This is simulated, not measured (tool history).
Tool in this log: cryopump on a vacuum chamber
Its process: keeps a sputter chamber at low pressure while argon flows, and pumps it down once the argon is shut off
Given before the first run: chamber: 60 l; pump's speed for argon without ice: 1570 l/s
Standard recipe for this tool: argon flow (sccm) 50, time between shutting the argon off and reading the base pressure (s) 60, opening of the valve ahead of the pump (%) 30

run,hour,argon flow (sccm),time between shutting the argon off and reading the base pressure (s),opening of the valve ahead of the pump (%),pressure while argon flows (Pa),pressure after the wait (uPa)
1,0,50,60,30,0.1802,1.87
2,61.9,50,60,30,0.1806,1.99
3,104.4,50,60,30,0.1812,1.94
4,154.1,50,60,30,0.1822,1.93
5,201.6,50,43,30,0.1834,2.54
6,243.3,91,43,30,0.335,2.6
7,280.9,91,43,28,0.3589,2.61
8,331.7,91,43,28,0.3572,2.59
9,386.9,91,43,28,0.3599,2.56
10,418.4,91,43,28,0.3624,2.63
11,450.6,91,43,28,0.364,2.59
12,506.8,91,43,28,0.3654,2.79
13,553.9,91,43,28,0.3667,2.74
14,610.9,50,31,50,0.1169,3.54

Predict each of these 3 candidate next runs independently; none follows another, all start after run 14:
A,664.8,50,60,15,?,?
B,664.8,56,60,29,?,?
C,664.8,69,103,18,?,?

run,pressure while argon flows (Pa),pressure after the wait (uPa)
A,0.3678,2.17
B,0.2211,2.1
C,0.4288,1.63
The same runs, with their run-to-run variation unchanged, on a tool lacking any hidden condition would have given:
run,pressure while argon flows (Pa),pressure after the wait (uPa)
A,0.3572,1.61
B,0.2091,1.56
C,0.4141,1.07
